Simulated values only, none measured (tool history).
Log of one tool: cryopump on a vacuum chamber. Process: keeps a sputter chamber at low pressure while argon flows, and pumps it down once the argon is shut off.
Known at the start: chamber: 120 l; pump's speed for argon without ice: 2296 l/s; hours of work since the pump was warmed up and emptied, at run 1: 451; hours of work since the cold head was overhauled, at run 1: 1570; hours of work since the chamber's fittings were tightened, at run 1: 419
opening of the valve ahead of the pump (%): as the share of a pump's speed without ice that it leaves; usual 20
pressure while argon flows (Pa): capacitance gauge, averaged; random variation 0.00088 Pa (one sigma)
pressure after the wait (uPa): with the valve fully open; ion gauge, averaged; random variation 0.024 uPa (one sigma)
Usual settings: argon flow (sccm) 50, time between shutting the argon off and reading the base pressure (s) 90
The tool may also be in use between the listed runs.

| run | hour | argon flow (sccm) | time between shutting the argon off and reading the base pressure (s) | opening of the valve ahead of the pump (%) | hours of work since the pump was warmed up and emptied | hours of work since the cold head was overhauled | hours of work since the chamber's fittings were tightened | pressure while argon flows (Pa) | pressure after the wait (uPa) |
|---|---|---|---|---|---|---|---|---|---|
| 1 | 0 | 50 | 90 | 20 | 451 | 1570 | 419 | 0.1895 | 1.07 |
| 2 | 61 | 50 | 90 | 20 | 488 | 1607 | 456 | 0.1907 | 1.1 |
| 3 | 93.3 | 50 | 90 | 20 | 507 | 1626 | 475 | 0.1919 | 1.11 |
| 4 | 151.9 | 50 | 90 | 27 | 542 | 1661 | 510 | 0.1424 | 1.11 |
| 5 | 199.4 | 50 | 90 | 22 | 570 | 1689 | 538 | 0.1759 | 1.16 |
| 6 | 264.7 | 92 | 90 | 22 | 609 | 1728 | 577 | 0.3208 | 1.15 |
| 7 | 295.3 | 50 | 90 | 20 | 627 | 1746 | 595 | 0.1934 | 1.16 |
| 8 | 336.1 | 50 | 90 | 20 | 652 | 1771 | 620 | 0.1927 | 1.19 |
| 9 | 371.6 | 50 | 90 | 20 | 673 | 1792 | 641 | 0.1924 | 1.2 |
| 10 | 408.9 | 50 | 90 | 20 | 695 | 1814 | 663 | 0.194 | 1.2 |
| 11 | 463.3 | 50 | 90 | 20 | 728 | 1847 | 695 | 0.1928 | 1.29 |
| 12 | 511.6 | 50 | 90 | 20 | 756 | 1875 | 724 | 0.1926 | 1.28 |
| 13 | 538.4 | 50 | 90 | 20 | 772 | 1891 | 740 | 0.1946 | 1.3 |
| 14 | 575.2 | 50 | 90 | 20 | 794 | 1913 | 762 | 0.1948 | 1.34 |
| 15 | 627.1 | 50 | 90 | 20 | 825 | 1944 | 793 | 0.1973 | 1.32 |
| 16 | 657.4 | 50 | 22 | 20 | 843 | 1962 | 811 | 0.1965 | 3.5 |
| 17 | 721.1 | 27 | 22 | 20 | 881 | 2000 | 849 | 0.1054 | 3.63 |
| 18 | 770.8 | 56 | 28 | 36 | 911 | 2030 | 879 | 0.1289 | 3.08 |
| 19 | 802.2 | 56 | 28 | 36 | 930 | 2049 | 898 | 0.1306 | 3.03 |
| 20 | 868.7 | 21 | 90 | 20 | 969 | 2088 | 937 | 0.083 | 1.42 |
| 21 | 896.4 | 21 | 67 | 20 | 986 | 2105 | 954 | 0.0832 | 1.73 |
| 22 | 933.9 | 21 | 67 | 20 | 1008 | 2127 | 976 | 0.0835 | 1.72 |
| 23 | 964.7 | 21 | 67 | 20 | 1027 | 2146 | 994 | 0.0838 | 1.79 |
| 24 | 991.7 | 49 | 192 | 24 | 1043 | 2162 | 1010 | 0.1654 | 1.14 |
| 25 | 1032.9 | 79 | 185 | 56 | 1067 | 2186 | 1035 | 0.1294 | 1.21 |
| 26 | 1066.1 | 72 | 28 | 30 | 1087 | 2206 | 1055 | 0.2006 | 3.18 |
|  | 1076.4 | pump warmed up, emptied and cooled again |
| 27 | 1114.3 | 72 | 28 | 30 | 23 | 2232 | 1081 | 0.1787 | 3.01 |
| 28 | 1153.8 | 65 | 43 | 49 | 46 | 2255 | 1104 | 0.0991 | 2.17 |
| 29 | 1215.6 | 64 | 43 | 49 | 83 | 2292 | 1141 | 0.0984 | 2.13 |
| 30 | 1251.9 | 68 | 181 | 35 | 105 | 2314 | 1163 | 0.146 | 1.04 |
| 31 | 1312.8 | 68 | 181 | 35 | 141 | 2350 | 1199 | 0.1467 | 1.03 |
| 32 | 1369.2 | 76 | 107 | 50 | 175 | 2384 | 1233 | 0.1163 | 1.33 |
| 33 | 1435.5 | 49 | 53 | 50 | 214 | 2423 | 1272 | 0.0763 | 1.96 |

3 ways to go on from here, each from the tool as it stands after run 33. What would each give?
| A | 1493.9 | 27 | 24 | 15 | 249 | 2458 | 1307 | ? | ? |
| B | 1493.9 | 50 | 90 | 17 | 249 | 2458 | 1307 | ? | ? |
| C | 1493.9 | 22 | 21 | 34 | 249 | 2458 | 1307 | ? | ? |

| run | pressure while argon flows (Pa) | pressure after the wait (uPa) |
|---|---|---|
| A | 0.1352 | 3.47 |
| B | 0.2218 | 1.47 |
| C | 0.0492 | 3.84 |
Without the tool's hidden state the same runs would have given:
| run | pressure while argon flows (Pa) | pressure after the wait (uPa) |
|---|---|---|
| A | 0.1331 | 2.84 |
| B | 0.2179 | 0.85 |
| C | 0.0475 | 3.22 |
